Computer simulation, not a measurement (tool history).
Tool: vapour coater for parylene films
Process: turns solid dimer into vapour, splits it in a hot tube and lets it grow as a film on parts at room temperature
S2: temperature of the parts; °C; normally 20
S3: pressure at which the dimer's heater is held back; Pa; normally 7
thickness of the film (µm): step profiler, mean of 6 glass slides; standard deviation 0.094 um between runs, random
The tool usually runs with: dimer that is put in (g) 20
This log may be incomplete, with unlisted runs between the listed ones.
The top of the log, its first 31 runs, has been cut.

run 32 hour=504.2 | dimer_that_is_put_in_(g)=20 S2=30 S3=2.71 | thickness_of_the_film_(µm)=11.1
run 33 hour=521.2 | dimer_that_is_put_in_(g)=9 S2=24 S3=10.41 | thickness_of_the_film_(µm)=5.45
run 34 hour=533.2 | dimer_that_is_put_in_(g)=9 S2=20 S3=3.44 | thickness_of_the_film_(µm)=7.09
run 35 hour=549.2 | dimer_that_is_put_in_(g)=9 S2=20 S3=3.44 | thickness_of_the_film_(µm)=7.08
run 36 hour=566.6 | dimer_that_is_put_in_(g)=9 S2=20 S3=3.44 | thickness_of_the_film_(µm)=7.04
run 37 hour=583.7 | dimer_that_is_put_in_(g)=20 S2=26 S3=3.29 | thickness_of_the_film_(µm)=12.37
run 38 hour=606 | dimer_that_is_put_in_(g)=20 S2=26 S3=3.29 | thickness_of_the_film_(µm)=12.49
run 39 hour=625.7 | dimer_that_is_put_in_(g)=20 S2=26 S3=3.29 | thickness_of_the_film_(µm)=12.49
run 40 hour=643.4 | dimer_that_is_put_in_(g)=20 S2=21 S3=2.23 | thickness_of_the_film_(µm)=15.59
run 41 hour=664 | dimer_that_is_put_in_(g)=21 S2=23 S3=9.39 | thickness_of_the_film_(µm)=13.15
run 42 hour=673.3 | dimer_that_is_put_in_(g)=20 S2=21 S3=5.39 | thickness_of_the_film_(µm)=14.19
run 43 hour=690.4 | dimer_that_is_put_in_(g)=29 S2=21 S3=7.1 | thickness_of_the_film_(µm)=19.84
run 44 hour=711.8 | dimer_that_is_put_in_(g)=29 S2=21 S3=7.1 | thickness_of_the_film_(µm)=19.76
run 45 hour=727.9 | dimer_that_is_put_in_(g)=9 S2=21 S3=7.1 | thickness_of_the_film_(µm)=6.17
run 46 hour=750.2 | dimer_that_is_put_in_(g)=20 S2=13 S3=9.82 | thickness_of_the_film_(µm)=17.83
run 47 hour=769 | dimer_that_is_put_in_(g)=12 S2=30 S3=7 | thickness_of_the_film_(µm)=5.75

Alternative continuations, all from the tool just after run 47; predict every row:
run A hour=787.8 | dimer_that_is_put_in_(g)=20 S2=15 S3=6.39 | thickness_of_the_film_(µm)=?
run B hour=787.8 | dimer_that_is_put_in_(g)=9 S2=27 S3=5.57 | thickness_of_the_film_(µm)=?
run C hour=787.8 | dimer_that_is_put_in_(g)=13 S2=16 S3=3.38 | thickness_of_the_film_(µm)=?

run=A thickness_of_the_film_(µm)=17.06
run=B thickness_of_the_film_(µm)=5.01
run=C thickness_of_the_film_(µm)=11.59
With the hidden condition removed and each run's random variation left untouched, the same runs would have given:
run=A thickness_of_the_film_(µm)=18.95
run=B thickness_of_the_film_(µm)=5.57
run=C thickness_of_the_film_(µm)=12.87

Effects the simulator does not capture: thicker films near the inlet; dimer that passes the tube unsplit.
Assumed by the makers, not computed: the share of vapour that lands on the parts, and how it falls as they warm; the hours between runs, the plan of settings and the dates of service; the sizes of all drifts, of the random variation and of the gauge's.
